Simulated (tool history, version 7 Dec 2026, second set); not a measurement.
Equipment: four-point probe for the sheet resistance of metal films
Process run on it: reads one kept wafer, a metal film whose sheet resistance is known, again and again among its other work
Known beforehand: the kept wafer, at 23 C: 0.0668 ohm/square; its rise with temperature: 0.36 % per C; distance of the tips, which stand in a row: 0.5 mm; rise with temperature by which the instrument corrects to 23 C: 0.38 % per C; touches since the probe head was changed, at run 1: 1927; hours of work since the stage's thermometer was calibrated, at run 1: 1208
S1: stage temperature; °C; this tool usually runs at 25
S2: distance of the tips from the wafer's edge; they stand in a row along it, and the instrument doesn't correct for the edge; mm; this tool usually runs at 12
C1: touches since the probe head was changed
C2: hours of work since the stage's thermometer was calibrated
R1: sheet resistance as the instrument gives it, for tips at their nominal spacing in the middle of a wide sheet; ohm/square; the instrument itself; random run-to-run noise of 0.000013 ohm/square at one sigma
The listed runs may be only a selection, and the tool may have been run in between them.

Run 1, day 0.000: usual settings; C1 1927; C2 1208. Result: R1 0.066767 ohm/square.
Run 2, day 0.850: usual settings; C1 2448; C2 1223. Result: R1 0.066775 ohm/square.
Run 3, day 1.258: usual settings; C1 2698; C2 1230. Result: R1 0.066752 ohm/square.
Run 4, day 2.233: usual settings; C1 3293; C2 1247. Result: R1 0.066762 ohm/square.
Run 5, day 3.200: usual settings; C1 3885; C2 1264. Result: R1 0.066762 ohm/square.
Run 6, day 3.746: usual settings but S1 22 °C; C1 4216; C2 1274. Result: R1 0.066787 ohm/square.
Run 7, day 4.300: usual settings; C1 4556; C2 1284. Result: R1 0.066748 ohm/square.
Run 8, day 4.788: usual settings but S2 5 mm; C1 4854; C2 1292. Result: R1 0.067069 ohm/square.
Run 9, day 5.542: usual settings but S1 33 °C, S2 11 mm; C1 5314; C2 1306. Result: R1 0.066685 ohm/square.
Run 10, day 5.996: usual settings but S2 10 mm; C1 5593; C2 1314. Result: R1 0.066771 ohm/square.
Run 11, day 6.754: usual settings but S2 8 mm; C1 6056; C2 1327. Result: R1 0.066846 ohm/square.
Run 12, day 7.446: usual settings but S1 30 °C, S2 22 mm; C1 6479; C2 1339. Result: R1 0.066656 ohm/square.
Run 13, day 8.067: usual settings but S1 32 °C, S2 15 mm; C1 6859; C2 1350. Result: R1 0.066630 ohm/square.
Run 14, day 8.938: usual settings but S1 32 °C, S2 15 mm; C1 7392; C2 1366. Result: R1 0.066647 ohm/square.

Alternative continuations, all from the tool just after run 14; predict every row:
Run A, day 9.579: usual settings but S1 23 °C, S2 5 mm; C1 7785; C2 1377. Result: R1 ?.
Run B, day 9.579: usual settings but S1 21 °C; C1 7785; C2 1377. Result: R1 ?.
Run C, day 9.579: usual settings but S1 23 °C, S2 66 mm; C1 7785; C2 1377. Result: R1 ?.
Run D, day 9.579: usual settings but S1 24 °C, S2 52 mm; C1 7785; C2 1377. Result: R1 ?.
Run E, day 9.579: usual settings but S1 20 °C; C1 7785; C2 1377. Result: R1 ?.

run        R1
  A  0.067074
  B  0.066804
  C  0.066715
  D  0.066699
  E  0.066829
Take away the tool's hidden state, keep each run's random variation, and the runs would have read:
run        R1
  A  0.067164
  B  0.066893
  C  0.066804
  D  0.066789
  E  0.066918

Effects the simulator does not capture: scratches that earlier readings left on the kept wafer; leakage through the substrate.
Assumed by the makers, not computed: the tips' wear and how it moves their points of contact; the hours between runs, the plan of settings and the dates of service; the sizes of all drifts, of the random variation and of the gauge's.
